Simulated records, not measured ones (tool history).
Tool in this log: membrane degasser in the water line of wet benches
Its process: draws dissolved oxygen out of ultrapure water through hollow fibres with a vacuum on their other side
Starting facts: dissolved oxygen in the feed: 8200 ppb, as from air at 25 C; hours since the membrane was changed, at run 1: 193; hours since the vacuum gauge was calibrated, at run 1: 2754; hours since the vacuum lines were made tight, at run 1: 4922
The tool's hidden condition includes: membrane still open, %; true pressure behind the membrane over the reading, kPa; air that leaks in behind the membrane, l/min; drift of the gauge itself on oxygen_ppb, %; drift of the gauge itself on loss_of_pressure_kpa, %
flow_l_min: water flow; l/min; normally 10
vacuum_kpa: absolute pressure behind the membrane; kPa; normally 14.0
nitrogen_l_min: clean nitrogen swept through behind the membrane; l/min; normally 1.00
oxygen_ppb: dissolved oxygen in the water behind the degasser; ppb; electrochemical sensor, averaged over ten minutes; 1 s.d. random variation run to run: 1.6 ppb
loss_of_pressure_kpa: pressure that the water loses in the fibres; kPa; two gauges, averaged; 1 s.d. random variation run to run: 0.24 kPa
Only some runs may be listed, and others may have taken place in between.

run,day,flow_l_min,vacuum_kpa,nitrogen_l_min,hours since the membrane was changed,hours since the vacuum gauge was calibrated,hours since the vacuum lines were made tight,oxygen_ppb,loss_of_pressure_kpa
1,0.000,10,14.0,1.00,193,2754,4922,258.3,61.44
2,6.054,10,14.0,0.62,338,2899,5067,395.1,61.35
3,11.508,10,14.0,0.62,469,3030,5198,396.7,61.24
4,20.996,10,14.0,0.62,697,3258,5426,396.2,61.61
5,30.838,10,14.0,0.62,933,3494,5662,392.6,61.71
6,37.179,10,14.0,0.62,1085,3646,5814,394.1,61.60
7,46.325,10,30.6,0.62,1305,3866,6034,931.4,62.06
# day 51.812: seals of the vacuum lines changed
8,52.967,10,13.3,1.00,1462,4023,28,239.9,61.70
9,59.000,15,14.0,1.00,1607,4168,172,385.1,92.75
10,64.775,15,14.0,1.00,1746,4306,311,383.5,92.04
11,72.533,15,14.0,1.00,1932,4493,497,386.4,92.95
12,78.875,15,14.0,1.00,2084,4645,649,385.4,92.90
13,84.121,15,14.0,1.00,2210,4771,775,384.2,93.11
14,89.588,15,14.0,1.63,2341,4902,907,258.5,93.20
15,95.883,10,19.9,1.00,2492,5053,1058,388.5,62.24
16,103.975,10,19.9,1.00,2686,5247,1252,385.8,62.26
17,108.304,7,13.0,2.98,2790,5351,1356,58.8,43.74
18,117.854,7,16.1,1.51,3019,5580,1585,151.9,43.36
19,121.912,15,32.5,1.00,3117,5678,1682,932.3,93.25
20,131.054,8,26.6,2.89,3336,5897,1902,163.2,49.96
# day 131.896: vacuum gauge calibrated
21,138.354,8,29.0,1.76,3511,155,2076,288.9,49.63
22,145.688,8,22.0,1.76,3687,331,2252,211.7,50.18
23,150.646,10,29.6,1.00,3806,450,2371,610.6,62.66
# day 152.754: vacuum gauge calibrated, once more
24,156.858,9,22.9,1.00,3955,99,2520,410.6,56.16
25,165.850,10,23.2,2.85,4170,314,2736,177.2,62.64
26,173.412,10,23.2,2.85,4352,496,2917,175.4,62.09
27,181.254,10,10.7,2.85,4540,684,3106,68.7,62.53
28,187.929,9,17.2,2.46,4700,844,3266,130.6,56.17
29,195.162,9,17.2,0.52,4874,1018,3439,533.8,56.50
30,202.958,9,17.2,0.52,5061,1205,3627,536.7,56.61
31,208.517,10,14.0,1.94,5194,1338,3760,139.8,62.70

Each row is a separate what-if for the run after 31, all from the same tool condition, not one after another. Results?
A,216.454,10,24.8,1.94,5385,1529,3950,?,?
B,216.454,10,13.8,0.80,5385,1529,3950,?,?
C,216.454,11,32.1,1.00,5385,1529,3950,?,?
D,216.454,13,14.0,1.00,5385,1529,3950,?,?

run,oxygen_ppb,loss_of_pressure_kpa
A,276.3,62.84
B,308.1,62.88
C,708.5,69.31
D,337.0,81.62
The same runs, with their run-to-run variation unchanged, on a tool lacking any hidden condition would have given:
run,oxygen_ppb,loss_of_pressure_kpa
A,268.4,61.07
B,299.6,61.11
C,693.3,67.36
D,327.8,79.32
